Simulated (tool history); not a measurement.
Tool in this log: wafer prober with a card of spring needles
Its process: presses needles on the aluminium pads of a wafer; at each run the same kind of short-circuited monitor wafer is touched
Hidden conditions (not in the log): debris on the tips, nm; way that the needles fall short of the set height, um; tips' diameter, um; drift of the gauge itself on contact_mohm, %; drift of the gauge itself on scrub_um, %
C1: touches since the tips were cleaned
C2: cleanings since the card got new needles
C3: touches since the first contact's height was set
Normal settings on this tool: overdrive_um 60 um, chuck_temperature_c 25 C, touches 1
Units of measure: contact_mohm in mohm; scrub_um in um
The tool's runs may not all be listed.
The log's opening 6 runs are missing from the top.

At hour 154.9: tips cleaned on abrasive film.
Run 7, hour 157.5: usual settings; C1 681; C2 92; C3 192842. Result: contact_mohm 195 mohm, scrub_um 11.66 um.
At hour 170.4: tips cleaned on abrasive film.
At hour 177.1: height of the first contact set anew.
At hour 187.5: tips cleaned on abrasive film.
Run 8, hour 190.2: usual settings but overdrive_um 66 um; C1 690; C2 94; C3 3330. Result: contact_mohm 185 mohm, scrub_um 14.15 um.
At hour 203.7: tips cleaned on abrasive film.
At hour 219.4: tips cleaned on abrasive film.
Run 9, hour 222.7: usual settings but overdrive_um 66 um; C1 854; C2 96; C3 11626. Result: contact_mohm 179 mohm, scrub_um 14.34 um.
At hour 236.5: tips cleaned on abrasive film.
At hour 251.1: tips cleaned on abrasive film.
Run 10, hour 253.2: usual settings but touches 3; C1 531; C2 98; C3 19407. Result: contact_mohm 166 mohm, scrub_um 12.99 um.
At hour 267.5: tips cleaned on abrasive film.
Run 11, hour 268.7: usual settings; C1 304; C2 99; C3 23354. Result: contact_mohm 174 mohm, scrub_um 12.91 um.
At hour 282.9: tips cleaned on abrasive film.
Run 12, hour 291.1: usual settings but chuck_temperature_c 56 C; C1 2102; C2 100; C3 29090. Result: contact_mohm 222 mohm, scrub_um 12.81 um.
At hour 299.2: tips cleaned on abrasive film.
Run 13, hour 310.2: usual settings; C1 2830; C2 101; C3 33960. Result: contact_mohm 234 mohm, scrub_um 12.84 um.
At hour 314.4: tips cleaned on abrasive film.
At hour 330.8: tips cleaned on abrasive film.
Run 14, hour 341.6: usual settings; C1 2775; C2 103; C3 41974. Result: contact_mohm 238 mohm, scrub_um 12.92 um.
At hour 346.8: tips cleaned on abrasive film.
At hour 363.2: tips cleaned on abrasive film.
Run 15, hour 368.4: usual settings; C1 1354; C2 105; C3 48809. Result: contact_mohm 202 mohm, scrub_um 12.79 um.
At hour 378: tips cleaned on abrasive film.
Run 16, hour 388.8: usual settings but chuck_temperature_c 101 C; C1 2777; C2 106; C3 54021. Result: contact_mohm 244 mohm, scrub_um 13.08 um.
At hour 392.3: tips cleaned on abrasive film.
At hour 406.6: tips cleaned on abrasive film.
Run 17, hour 413.4: usual settings but chuck_temperature_c 101 C; C1 1743; C2 108; C3 60285. Result: contact_mohm 231 mohm, scrub_um 12.63 um.
At hour 423.1: tips cleaned on abrasive film.
At hour 437.7: tips cleaned on abrasive film.
Run 18, hour 448.7: usual settings but overdrive_um 54 um, touches 2; C1 2813; C2 110; C3 69284. Result: contact_mohm 220 mohm, scrub_um 11.5 um.
At hour 453.7: tips cleaned on abrasive film.
At hour 468.7: tips cleaned on abrasive film.
Run 19, hour 480.5: usual settings but overdrive_um 55 um, touches 3; C1 3013; C2 112; C3 77394. Result: contact_mohm 199 mohm, scrub_um 11.64 um.
At hour 483.1: tips cleaned on abrasive film.
At hour 497.6: tips cleaned on abrasive film.
Run 20, hour 502.3: usual settings but chuck_temperature_c 89 C, touches 2; C1 1207; C2 114; C3 82937. Result: contact_mohm 199 mohm, scrub_um 12.63 um.
At hour 512.1: tips cleaned on abrasive film.
Run 21, hour 523.6: usual settings but chuck_temperature_c 89 C, touches 2; C1 2963; C2 115; C3 88389. Result: contact_mohm 216 mohm, scrub_um 12.8 um.
At hour 527: tips cleaned on abrasive film.
At hour 542.7: tips cleaned on abrasive film.
At hour 557.6: tips cleaned on abrasive film.
Run 22, hour 561.5: usual settings but chuck_temperature_c 89 C, touches 2; C1 990; C2 118; C3 98029. Result: contact_mohm 195 mohm, scrub_um 12.51 um.
At hour 573.3: tips cleaned on abrasive film.
At hour 587.6: tips cleaned on abrasive film.
Run 23, hour 588.7: usual settings but overdrive_um 48 um, chuck_temperature_c 89 C, touches 2; C1 295; C2 120; C3 104975. Result: contact_mohm 199 mohm, scrub_um 9.78 um.
At hour 603.5: tips cleaned on abrasive film.
Run 24, hour 613.5: usual settings but overdrive_um 48 um, chuck_temperature_c 89 C, touches 2; C1 2576; C2 121; C3 111313. Result: contact_mohm 239 mohm, scrub_um 9.84 um.
At hour 619.5: tips cleaned on abrasive film.
Run 25, hour 631.6: usual settings but overdrive_um 48 um, chuck_temperature_c 119 C; C1 3109; C2 122; C3 115926. Result: contact_mohm 304 mohm, scrub_um 9.9 um.
At hour 634.7: tips cleaned on abrasive film.
At hour 650.4: tips cleaned on abrasive film.
Run 26, hour 655.5: usual settings but overdrive_um 48 um, chuck_temperature_c 119 C; C1 1298; C2 124; C3 122010. Result: contact_mohm 252 mohm, scrub_um 9.8 um.
At hour 664.6: tips cleaned on abrasive film.
At hour 679.9: tips cleaned on abrasive film.
Run 27, hour 679.9: usual settings but touches 3; C1 0; C2 126; C3 128221. Result: contact_mohm 162 mohm, scrub_um 12.44 um.
At hour 694.1: tips cleaned on abrasive film.
Run 28, hour 706.8: usual settings but touches 3; C1 3283; C2 127; C3 135123. Result: contact_mohm 196 mohm, scrub_um 12.38 um.
At hour 710.3: tips cleaned on abrasive film.
At hour 725.4: tips cleaned on abrasive film.
Run 29, hour 732.5: usual settings but chuck_temperature_c 38 C, touches 3; C1 1813; C2 129; C3 141649. Result: contact_mohm 191 mohm, scrub_um 12.36 um.
At hour 739.6: tips cleaned on abrasive film.
Run 30, hour 748.2: usual settings but overdrive_um 42 um; C1 2205; C2 130; C3 145663. Result: contact_mohm 327 mohm, scrub_um 8.4 um.
At hour 755.2: tips cleaned on abrasive film.
At hour 771: tips cleaned on abrasive film.
Run 31, hour 783.4: usual settings but overdrive_um 59 um; C1 3193; C2 132; C3 154647. Result: contact_mohm 261 mohm, scrub_um 11.98 um.

Branching from run 31: 3 alternative next runs. What would each branch give?
At hour 786: tips cleaned on abrasive film.
At hour 802.2: tips cleaned on abrasive film.
Run A, hour 813.7: usual settings but overdrive_um 48 um, touches 2; C1 2945; C2 134; C3 162380. Result: contact_mohm ?, scrub_um ?.
At hour 786: tips cleaned on abrasive film.
At hour 802.2: tips cleaned on abrasive film.
Run B, hour 813.7: usual settings but overdrive_um 59 um, chuck_temperature_c 54 C; C1 2945; C2 134; C3 162380. Result: contact_mohm ?, scrub_um ?.
At hour 786: tips cleaned on abrasive film.
At hour 802.2: tips cleaned on abrasive film.
Run C, hour 813.7: usual settings but overdrive_um 63 um, chuck_temperature_c 64 C, touches 2; C1 2945; C2 134; C3 162380. Result: contact_mohm ?, scrub_um ?.

run  contact_mohm  scrub_um
  A           260      9.55
  B           264     12.08
  C           216     12.93
Take away the tool's hidden state, keep each run's random variation, and the runs would have read:
run  contact_mohm  scrub_um
  A           163     10.39
  B           164     12.92
  C           162     13.77

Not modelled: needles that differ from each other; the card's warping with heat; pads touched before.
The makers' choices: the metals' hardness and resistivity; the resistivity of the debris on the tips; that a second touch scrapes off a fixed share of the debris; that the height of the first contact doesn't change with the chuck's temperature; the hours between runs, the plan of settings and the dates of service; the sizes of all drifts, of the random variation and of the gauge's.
